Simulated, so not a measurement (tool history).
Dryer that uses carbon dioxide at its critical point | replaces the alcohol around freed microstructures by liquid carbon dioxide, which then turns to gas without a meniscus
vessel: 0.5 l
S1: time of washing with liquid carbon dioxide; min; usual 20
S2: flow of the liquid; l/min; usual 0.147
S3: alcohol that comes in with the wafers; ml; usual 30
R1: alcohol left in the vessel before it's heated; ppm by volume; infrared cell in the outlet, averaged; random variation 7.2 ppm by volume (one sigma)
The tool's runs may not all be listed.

run   hour  S1     S2   S3     R1
  1      0  20  0.147   30    434
  2   14.3  19  0.147   30    567
  3   27.3  19  0.147   30    556
  4   35.2  19  0.147   30    574
  5   47.7  19  0.147   30    565
  6   55.7  20  0.147   30    464
  7   63.1  20  0.147   30    465
  8   69.8  20  0.147   30    444
  9   76.6  20  0.147   57    848
 10   90.1  20  0.147   57    840
 11   97.2  20  0.147   57    834
 12  103.8  20  0.147   30    467
 13  115.6  20  0.147   30    465
 14  127.1  20  0.147   30    465
 15  134.5  16  0.089   67  12078
 16    145  18  0.187   42    337
 17  153.2  20  0.137   30    646
 18  162.9  19  0.137   30    807
 19  176.5  20  0.147   34    536
 20  182.9  14   0.11   30   4767
 21  194.7  20  0.094   21   1842
 22  202.1  20  0.094   21   1842
 23  211.6  20  0.094   21   1833
 24  219.1  20  0.094   21   1818
 25  225.9  20  0.094   21   1835
 26  239.9  28  0.147  107    276
 27  254.4  20  0.147   61    952
 28  260.8  21  0.149   30    385

3 ways to go on from here, each from the tool as it stands after run 28. What would each give?
  A  275.7  23   0.15  30   ?
  B  275.7  28  0.164  70   ?
  C  275.7  21   0.09  30   ?

run    R1
  A   243
  B   126
  C  2643
Without the tool's hidden state the same runs would have given:
run    R1
  A   142
  B    52
  C  2172
